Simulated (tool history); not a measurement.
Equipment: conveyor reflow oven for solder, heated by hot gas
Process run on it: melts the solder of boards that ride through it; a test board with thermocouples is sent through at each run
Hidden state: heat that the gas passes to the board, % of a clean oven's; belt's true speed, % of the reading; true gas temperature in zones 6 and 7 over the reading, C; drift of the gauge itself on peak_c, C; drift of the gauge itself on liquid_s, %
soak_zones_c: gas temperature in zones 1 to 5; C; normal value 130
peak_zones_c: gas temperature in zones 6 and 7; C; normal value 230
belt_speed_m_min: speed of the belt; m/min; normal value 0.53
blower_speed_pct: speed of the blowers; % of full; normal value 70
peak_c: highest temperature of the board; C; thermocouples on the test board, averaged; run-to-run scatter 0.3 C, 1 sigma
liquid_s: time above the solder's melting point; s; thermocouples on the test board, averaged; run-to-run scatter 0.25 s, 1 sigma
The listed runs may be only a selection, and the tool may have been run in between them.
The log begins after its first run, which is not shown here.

run   hour  soak_zones_c  peak_zones_c  belt_speed_m_min  blower_speed_pct  hours of work since the flux was cleaned out  hours of work since the belt drive was overhauled  hours of work since the thermocouples were changed  peak_c  liquid_s
  2    6.2           130           230              0.53                70                                           449                                                167                                                 258   216.6      49.1
  3   12.8           130           230              0.53                70                                           453                                                171                                                 263   216.9      48.9
      20.2  -- flux residue cleaned out of gas plates and filters
  4   21.4           130           230              0.53                70                                             1                                                174                                                 265   216.9      49.3
  5     26           130           230              0.53                80                                             4                                                177                                                 268   218.6      51.2
  6   31.7           130           230              0.53                80                                             8                                                181                                                 272   219.4      51.5
  7   36.7           130           230              0.53                51                                            11                                                184                                                 276   211.9      44.1
  8   43.7           130           230              0.53                51                                            16                                                189                                                 280   211.7      43.9
  9   49.9           130           230              0.53                51                                            20                                                193                                                 285   211.7      43.8
 10   53.8           130           230              0.53                70                                            23                                                196                                                 287   217.2      49.5
 11   62.1           130           230              0.53                70                                            29                                                202                                                 293   217.4      49.4
 12   67.9           130           230              0.53                70                                            33                                                206                                                 297   217.1      49.8
 13   73.6           130           230              0.53                70                                            37                                                209                                                 301   217.2      49.4
 14   80.5           130           230              0.53                70                                            41                                                214                                                 306   216.8      49.6
 15   84.5           130           230             0.637                70                                            44                                                217                                                 308     211      36.3
 16   90.5           130           232             0.458                52                                            48                                                221                                                 312   218.2        58
 17   99.1           130           232             0.458                52                                            54                                                227                                                 318   217.9      57.8
 18  107.5           130           222              0.53                53                                            60                                                233                                                 324   204.9      38.7
 19  114.2           130           222              0.53                53                                            64                                                237                                                 329   205.5        38
 20  121.7           116           230              0.53                77                                            70                                                242                                                 334   216.6      46.2
 21  130.8           143           230             0.611                70                                            76                                                249                                                 340     215      43.9
 22  137.7           132           230             0.433                55                                            80                                                253                                                 345   218.9      63.4
 23  143.3           130           234              0.53                70                                            84                                                257                                                 349   220.4      51.7
 24  150.1           130           244             0.461                79                                            89                                                262                                                 353   235.1      68.6

Run 25 is up next; what results do you expect?
 25  154.1           130           233             0.461                55                                            92                                                265                                                 356       ?         ?

Run 25 gave peak_c 219.4 C, liquid_s 59 s.
Without the tool's hidden state the same run would have given peak_c 219.4 C, liquid_s 59 s.
